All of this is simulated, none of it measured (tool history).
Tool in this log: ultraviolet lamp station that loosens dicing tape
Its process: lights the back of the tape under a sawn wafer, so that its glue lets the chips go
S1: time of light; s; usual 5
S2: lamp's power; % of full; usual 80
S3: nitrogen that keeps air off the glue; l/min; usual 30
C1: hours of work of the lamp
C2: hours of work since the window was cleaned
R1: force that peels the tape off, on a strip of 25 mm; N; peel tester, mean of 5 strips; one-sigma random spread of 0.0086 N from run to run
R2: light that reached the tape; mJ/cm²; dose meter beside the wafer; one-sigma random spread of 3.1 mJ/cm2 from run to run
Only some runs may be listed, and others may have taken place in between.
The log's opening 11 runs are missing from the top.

run	day	S1	S2	S3	C1	C2	R1	R2
12	4.658	5	80	26	230	469	0.553	408
13	5.175	5	72	30	240	479	0.634	369
14	5.475	5	72	30	246	484	0.643	370
15	5.900	5	72	30	254	492	0.655	362
16	6.433	5	73	30	264	503	0.622	367
17	6.992	5	80	22	274	513	0.689	401
18	7.242	5	80	22	279	518	0.696	400
19	7.717	5	75	12	288	527	1.423	369
20	8.179	3	78	60	297	536	1.024	228
# day 8.229: window cleaned of glue's vapour
21	8.762	5	69	53	308	10	0.569	312
22	9.183	5	69	53	316	18	0.593	317
23	9.696	5	69	53	326	28	0.574	313
24	10.038	5	69	53	332	34	0.586	307
# day 10.083: window cleaned of glue's vapour, once more
25	10.433	5	69	53	339	7	0.389	369
26	10.733	5	71	53	345	12	0.353	383
27	10.983	5	71	53	350	17	0.349	374
28	11.421	5	80	30	358	25	0.452	421
29	11.783	5	80	30	365	32	0.465	428
30	12.271	8	80	19	374	42	0.263	679
31	12.517	10	75	25	379	46	0.184	796

Consider 4 possible next runs. They are alternatives, not a sequence: every one starts from the tool as it was left by run 31. What does each give?
A	12.933	3	79	59	387	54	?	?
B	12.933	4	76	11	387	54	?	?
C	12.933	9	83	11	387	54	?	?
D	12.933	2	88	32	387	54	?	?

run	R1	R2
A	0.913	254
B	1.943	322
C	0.297	792
D	2.307	186
With no hidden state in the tool, these same runs would have given:
run	R1	R2
A	0.690	287
B	1.558	366
C	0.239	898
D	1.884	211

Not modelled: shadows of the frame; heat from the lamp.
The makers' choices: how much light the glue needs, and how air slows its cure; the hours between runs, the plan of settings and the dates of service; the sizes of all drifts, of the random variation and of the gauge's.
